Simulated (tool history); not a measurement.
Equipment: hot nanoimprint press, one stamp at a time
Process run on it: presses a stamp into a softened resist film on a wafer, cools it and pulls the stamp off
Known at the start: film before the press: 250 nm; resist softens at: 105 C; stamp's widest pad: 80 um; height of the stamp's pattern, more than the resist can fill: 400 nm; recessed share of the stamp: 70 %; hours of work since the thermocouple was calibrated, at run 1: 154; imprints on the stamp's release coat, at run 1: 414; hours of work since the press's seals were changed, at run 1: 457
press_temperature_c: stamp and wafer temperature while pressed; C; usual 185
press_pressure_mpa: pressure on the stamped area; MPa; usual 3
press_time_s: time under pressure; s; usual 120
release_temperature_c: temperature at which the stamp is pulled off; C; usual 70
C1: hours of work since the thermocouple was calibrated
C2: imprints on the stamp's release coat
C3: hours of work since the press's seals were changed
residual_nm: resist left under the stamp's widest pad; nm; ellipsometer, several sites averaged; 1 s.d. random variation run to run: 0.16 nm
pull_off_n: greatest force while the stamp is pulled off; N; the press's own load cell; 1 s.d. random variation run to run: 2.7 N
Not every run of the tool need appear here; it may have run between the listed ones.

{"run": 1, "hour": 0.0, "press_temperature_c": 185, "press_pressure_mpa": 3, "press_time_s": 120, "release_temperature_c": 70, "C1": 154, "C2": 414, "C3": 457, "residual_nm": 91.4, "pull_off_n": 143}
{"run": 2, "hour": 23.5, "press_temperature_c": 185, "press_pressure_mpa": 3, "press_time_s": 120, "release_temperature_c": 70, "C1": 168, "C2": 526, "C3": 471, "residual_nm": 91.5, "pull_off_n": 142}
{"run": 3, "hour": 43.9, "press_temperature_c": 185, "press_pressure_mpa": 3.03, "press_time_s": 120, "release_temperature_c": 70, "C1": 180, "C2": 623, "C3": 484, "residual_nm": 91, "pull_off_n": 152}
{"run": 4, "hour": 63.5, "press_temperature_c": 185, "press_pressure_mpa": 3.03, "press_time_s": 120, "release_temperature_c": 70, "C1": 192, "C2": 716, "C3": 495, "residual_nm": 90.8, "pull_off_n": 163}
{"run": 5, "hour": 79.3, "press_temperature_c": 179, "press_pressure_mpa": 3, "press_time_s": 120, "release_temperature_c": 70, "C1": 202, "C2": 791, "C3": 505, "residual_nm": 112.1, "pull_off_n": 160}
{"run": 6, "hour": 101.1, "press_temperature_c": 179, "press_pressure_mpa": 3, "press_time_s": 120, "release_temperature_c": 70, "C1": 215, "C2": 895, "C3": 518, "residual_nm": 112.2, "pull_off_n": 164}
{"run": 7, "hour": 113.3, "press_temperature_c": 179, "press_pressure_mpa": 3, "press_time_s": 120, "release_temperature_c": 70, "C1": 222, "C2": 953, "C3": 525, "residual_nm": 112.5, "pull_off_n": 168}
{"run": 8, "hour": 126.8, "press_temperature_c": 179, "press_pressure_mpa": 3, "press_time_s": 120, "release_temperature_c": 70, "C1": 230, "C2": 1017, "C3": 534, "residual_nm": 112.4, "pull_off_n": 179}
{"run": 9, "hour": 150.4, "press_temperature_c": 185, "press_pressure_mpa": 3, "press_time_s": 71, "release_temperature_c": 70, "C1": 244, "C2": 1130, "C3": 548, "residual_nm": 109.5, "pull_off_n": 177}
{"run": 10, "hour": 169.3, "press_temperature_c": 185, "press_pressure_mpa": 3, "press_time_s": 71, "release_temperature_c": 70, "C1": 256, "C2": 1220, "C3": 559, "residual_nm": 109.5, "pull_off_n": 175}
{"hour": 182.6, "done": "plate thermocouple calibrated"}
{"run": 11, "hour": 191.0, "press_temperature_c": 185, "press_pressure_mpa": 4.26, "press_time_s": 71, "release_temperature_c": 67, "C1": 5, "C2": 1309, "C3": 570, "residual_nm": 93.4, "pull_off_n": 193}
{"hour": 209.6, "done": "stamp cleaned and given a new release coat"}
{"run": 12, "hour": 210.8, "press_temperature_c": 174, "press_pressure_mpa": 4.26, "press_time_s": 120, "release_temperature_c": 67, "C1": 13, "C2": 6, "C3": 579, "residual_nm": 115.7, "pull_off_n": 130}
{"run": 13, "hour": 221.5, "press_temperature_c": 182, "press_pressure_mpa": 4.26, "press_time_s": 112, "release_temperature_c": 60, "C1": 20, "C2": 57, "C3": 585, "residual_nm": 87.9, "pull_off_n": 140}
{"run": 14, "hour": 236.7, "press_temperature_c": 182, "press_pressure_mpa": 4.26, "press_time_s": 112, "release_temperature_c": 60, "C1": 29, "C2": 129, "C3": 594, "residual_nm": 87.8, "pull_off_n": 143}
{"run": 15, "hour": 261.3, "press_temperature_c": 189, "press_pressure_mpa": 3, "press_time_s": 104, "release_temperature_c": 70, "C1": 44, "C2": 246, "C3": 609, "residual_nm": 85, "pull_off_n": 130}
{"run": 16, "hour": 277.4, "press_temperature_c": 189, "press_pressure_mpa": 3, "press_time_s": 104, "release_temperature_c": 70, "C1": 54, "C2": 323, "C3": 619, "residual_nm": 85.1, "pull_off_n": 135}
{"run": 17, "hour": 300.6, "press_temperature_c": 180, "press_pressure_mpa": 3.09, "press_time_s": 104, "release_temperature_c": 70, "C1": 68, "C2": 433, "C3": 633, "residual_nm": 113.7, "pull_off_n": 145}
{"run": 18, "hour": 321.5, "press_temperature_c": 192, "press_pressure_mpa": 3, "press_time_s": 120, "release_temperature_c": 74, "C1": 80, "C2": 533, "C3": 645, "residual_nm": 73.4, "pull_off_n": 142}
{"run": 19, "hour": 342.0, "press_temperature_c": 189, "press_pressure_mpa": 2.8, "press_time_s": 120, "release_temperature_c": 74, "C1": 92, "C2": 630, "C3": 658, "residual_nm": 83.8, "pull_off_n": 144}

Measured less the same run without the tool's hidden state. The same run-to-run variation is in both; the gauge's scatter may not be:
Hidden state present: true temperature over the reading, C; pressure that arrives at the usual setting, %; grip of the stamp's worn release coat, % over a new coat's; drift of the gauge itself on residual_nm, %; drift of the gauge itself on pull_off_n, %.
run=1 residual_nm=-0.2 pull_off_n=+18
run=2 residual_nm=-0.3 pull_off_n=+23
run=3 residual_nm=-0.4 pull_off_n=+29
run=4 residual_nm=-0.5 pull_off_n=+34
run=5 residual_nm=-1 pull_off_n=+37
run=6 residual_nm=-1 pull_off_n=+42
run=7 residual_nm=-1.1 pull_off_n=+45
run=8 residual_nm=-1.2 pull_off_n=+49
run=9 residual_nm=-0.9 pull_off_n=+54
run=10 residual_nm=-1 pull_off_n=+57
run=11 residual_nm=+2 pull_off_n=+67
run=12 residual_nm=+2 pull_off_n=+0
run=13 residual_nm=+1.8 pull_off_n=+3
run=14 residual_nm=+1.7 pull_off_n=+7
run=15 residual_nm=+0.9 pull_off_n=+10
run=16 residual_nm=+0.9 pull_off_n=+14
run=17 residual_nm=+0.8 pull_off_n=+20
run=18 residual_nm=+0.7 pull_off_n=+24
run=19 residual_nm=+0.6 pull_off_n=+28

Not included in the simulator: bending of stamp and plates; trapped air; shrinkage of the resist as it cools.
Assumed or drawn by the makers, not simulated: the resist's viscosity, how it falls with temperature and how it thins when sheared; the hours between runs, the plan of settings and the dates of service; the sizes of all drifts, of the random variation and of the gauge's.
